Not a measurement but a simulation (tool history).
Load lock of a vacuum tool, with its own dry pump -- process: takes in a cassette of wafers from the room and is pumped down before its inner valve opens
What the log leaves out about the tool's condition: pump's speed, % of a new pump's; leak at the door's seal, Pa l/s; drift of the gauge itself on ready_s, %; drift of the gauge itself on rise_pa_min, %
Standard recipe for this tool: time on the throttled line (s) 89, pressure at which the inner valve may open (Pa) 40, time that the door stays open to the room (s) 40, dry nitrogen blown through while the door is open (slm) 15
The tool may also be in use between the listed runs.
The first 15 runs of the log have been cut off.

run    hour  time on the throttled line (s)  pressure at which the inner valve may open (Pa)  time that the door stays open to the room (s)  dry nitrogen blown through while the door is open (slm)  hours that the pump has run since its overhaul  times that the door has closed on its seal  incoming humidity of the room's air, %  time from the closed door until the inner valve may open (s)  rise of the pressure with all valves shut (Pa/min)
     2712.8  -- dry pump taken out, an overhauled one fitted
 16  2824.2                              89                                               40                                             40                                                       15                                             111                                       18294                                    45.6                                                         128.1                                               0.123
 17  2933.9                              89                                               40                                             51                                                       15                                             221                                       18540                                    46.5                                                         127.7                                               0.121
 18  3078.3                              89                                               40                                             51                                                       15                                             365                                       18865                                    43.1                                                         128.1                                               0.118
 19  3238.8                              89                                               40                                             93                                                       15                                             526                                       19225                                    46.4                                                         128.2                                               0.134
 20  3446.7                             122                                               39                                            115                                                        6                                             734                                       19692                                    45.3                                                         157.9                                               0.161
 21  3624.7                             122                                               41                                            115                                                        4                                             912                                       20092                                    44.3                                                         157.5                                                0.17
 22  3871.8                              89                                               44                                             76                                                       15                                            1159                                       20647                                    41.7                                                         127.5                                               0.141
 23  4067.1                             120                                               30                                            148                                                        9                                            1354                                       21086                                    44.3                                                         158.4                                               0.172
 24  4184.8                              89                                               40                                             38                                                       15                                            1472                                       21350                                    44.4                                                         128.5                                               0.132
 25  4411.3                              89                                               32                                             57                                                       24                                            1698                                       21859                                    42.4                                                         130.7                                               0.145
 26  4586.7                             178                                               40                                             40                                                       23                                            1874                                       22253                                      45                                                         206.5                                               0.138
 27  4722.2                              90                                               28                                            199                                                       15                                            2009                                       22557                                      42                                                         133.6                                               0.189
 28  4930.5                              63                                               33                                            229                                                       15                                            2218                                       23025                                    43.1                                                         107.9                                                 0.2
 29    5072                              69                                               80                                            229                                                       15                                            2359                                       23343                                    44.6                                                         108.7                                               0.201
 30  5238.5                             148                                               38                                             40                                                       15                                            2526                                       23717                                    45.7                                                         181.6                                               0.161
 31  5341.8                              89                                               72                                             40                                                        9                                            2629                                       23949                                    45.9                                                         127.5                                               0.163
 32  5472.7                              89                                               45                                             40                                                       15                                            2760                                       24243                                    46.5                                                         130.5                                                0.16
 33  5657.9                              89                                               40                                             40                                                       12                                            2945                                       24659                                    45.8                                                         130.5                                               0.165
 34  5850.7                             150                                               40                                             36                                                       15                                            3138                                       25092                                    43.3                                                         184.6                                               0.161
 35  5992.3                             150                                               60                                             40                                                       15                                            3280                                       25411                                    44.9                                                           181                                               0.175
 36  6200.3                             150                                               60                                             40                                                       15                                            3487                                       25878                                    47.2                                                           180                                               0.179
 37  6327.7                              57                                               40                                             56                                                       15                                            3615                                       26164                                    44.1                                                         102.9                                               0.179

Alternative continuations, all from the tool just after run 37; predict every row:
  A  6445.8                              89                                               65                                             26                                                       15                                            3733                                       26429                                    43.5                                                             ?                                                   ?
  B  6445.8                              57                                               40                                             81                                                        9                                            3733                                       26429                                    42.8                                                             ?                                                   ?
  C  6445.8                              61                                               40                                             42                                                        6                                            3733                                       26429                                    44.2                                                             ?                                                   ?

run  time from the closed door until the inner valve may open (s)  rise of the pressure with all valves shut (Pa/min)
  A                                                         127.7                                               0.175
  B                                                         102.9                                               0.193
  C                                                         107.8                                               0.183
Without the tool's hidden state the same runs would have given:
run  time from the closed door until the inner valve may open (s)  rise of the pressure with all valves shut (Pa/min)
  A                                                           125                                               0.025
  B                                                          99.6                                               0.047
  C                                                         104.6                                               0.036
